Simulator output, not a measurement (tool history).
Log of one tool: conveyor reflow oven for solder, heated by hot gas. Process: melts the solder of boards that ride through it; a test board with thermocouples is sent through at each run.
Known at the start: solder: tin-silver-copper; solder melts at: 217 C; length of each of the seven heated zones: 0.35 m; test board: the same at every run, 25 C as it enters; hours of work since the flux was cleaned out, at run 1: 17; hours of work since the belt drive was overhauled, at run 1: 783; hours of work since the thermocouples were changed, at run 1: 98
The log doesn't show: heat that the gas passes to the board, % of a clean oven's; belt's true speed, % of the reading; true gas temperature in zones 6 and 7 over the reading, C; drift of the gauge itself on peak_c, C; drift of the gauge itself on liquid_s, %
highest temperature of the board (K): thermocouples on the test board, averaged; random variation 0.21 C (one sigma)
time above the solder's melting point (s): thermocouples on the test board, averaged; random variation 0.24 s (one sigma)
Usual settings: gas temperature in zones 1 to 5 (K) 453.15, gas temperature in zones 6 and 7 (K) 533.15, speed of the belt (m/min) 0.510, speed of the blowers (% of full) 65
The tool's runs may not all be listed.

run,day,gas temperature in zones 1 to 5 (K),gas temperature in zones 6 and 7 (K),speed of the belt (m/min),speed of the blowers (% of full),hours of work since the flux was cleaned out,hours of work since the belt drive was overhauled,hours of work since the thermocouples were changed,highest temperature of the board (K),time above the solder's melting point (s)
1,0.000,453.15,533.15,0.510,65,17,783,98,519.75,59.8
2,0.433,453.15,533.15,0.510,65,22,788,103,519.85,59.8
# day 0.883: belt drive overhauled, speed set with a stopwatch
3,1.033,453.15,535.15,0.510,65,27,2,108,521.15,61.6
4,1.375,453.15,535.15,0.510,65,30,5,112,521.65,61.5
5,1.717,453.15,533.15,0.510,65,34,9,116,520.05,59.7
6,2.000,453.15,533.15,0.510,65,37,12,119,519.55,60.0
7,2.275,453.15,536.15,0.510,65,40,15,122,522.25,61.9
8,2.596,453.15,536.15,0.510,73,44,19,125,523.85,63.1
9,2.954,453.15,536.15,0.510,73,48,23,129,523.65,63.2
10,3.417,453.15,536.15,0.510,73,53,28,134,523.75,63.4
11,3.838,453.15,536.15,0.510,73,58,33,139,523.65,63.5
12,4.112,441.15,536.15,0.528,78,61,36,142,521.25,54.9
13,4.579,441.15,543.15,0.483,78,66,41,147,530.55,67.7
14,4.846,456.15,541.15,0.517,55,69,44,150,524.75,63.6
15,5.096,456.15,541.15,0.517,56,71,47,153,524.95,63.8
16,5.575,456.15,541.15,0.517,56,77,52,158,524.75,64.0
17,5.979,456.15,541.15,0.517,56,81,56,163,524.75,63.6
18,6.462,459.15,541.15,0.517,90,87,62,168,530.65,70.5
19,6.942,445.15,541.15,0.428,90,92,67,173,533.25,81.7
20,7.300,445.15,546.15,0.481,53,96,71,177,529.05,66.7
21,7.746,445.15,546.15,0.481,53,101,76,182,528.95,67.1

Forecast each of these 5 alternatives for the next run:
A,8.138,462.15,533.15,0.434,58,105,80,186,?,?
B,8.138,468.15,546.15,0.481,53,105,80,186,?,?
C,8.138,453.15,533.15,0.439,64,105,80,186,?,?
D,8.138,445.15,546.15,0.491,53,105,80,186,?,?
E,8.138,450.15,546.15,0.481,52,105,80,186,?,?

run,highest temperature of the board (K),time above the solder's melting point (s)
A,523.95,80.2
B,533.05,80.3
C,523.35,74.3
D,528.05,64.4
E,529.55,69.6
Without the tool's hidden state the same runs would have given:
run,highest temperature of the board (K),time above the solder's melting point (s)
A,523.95,80.2
B,533.05,80.3
C,523.35,74.3
D,528.05,64.4
E,529.65,69.7
